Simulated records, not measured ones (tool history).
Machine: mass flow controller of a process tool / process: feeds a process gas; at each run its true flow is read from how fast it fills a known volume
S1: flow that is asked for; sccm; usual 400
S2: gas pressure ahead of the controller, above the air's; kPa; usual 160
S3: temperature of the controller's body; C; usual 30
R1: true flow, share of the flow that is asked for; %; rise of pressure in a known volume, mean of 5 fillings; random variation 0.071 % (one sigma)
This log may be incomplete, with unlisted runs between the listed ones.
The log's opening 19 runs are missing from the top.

run    hour   S1   S2  S3      R1
 20  1054.8  400  160  23  100.17
 21  1107.1  282  180  26   99.54
 22  1152.1  145  261  21   99.57
 23  1224.2  400  160  20  100.53
 24    1258  216  188  38   97.94
 25    1293  216  188  38   98.05
 26  1340.7   69  160  24   98.84
 27  1419.9  400  236  30   99.17
 28    1472  400  236  30   99.06
 29    1516  400  236  30   99.02
 30  1560.6   62  258  30   97.67
 31  1602.4   83  256  22    98.8
 32  1670.2  433  155  25   99.61
 33  1738.5  400  268  22    99.7
 34  1802.3  400  268  22   99.56
 35  1842.6   94  268  20   98.84
 36  1924.8   88  155  32   97.77
 37  1960.8  450  194  22   99.78
 38  2037.1  450  194  22   99.68
 39  2119.3  450  194  22   99.71

4 options for the next run, each taken on its own from the tool as it stands now. Forecast them:
  A  2184.2   94  142  24   ?
  B  2184.2  183  190  26   ?
  C  2184.2  183  254  22   ?
  D  2184.2  450  215  22   ?

run     R1
  A  98.48
  B  98.68
  C  98.93
  D  99.66
With the hidden condition removed and each run's random variation left untouched, the same runs would have given:
run      R1
  A   99.63
  B   99.48
  C   99.73
  D  100.25
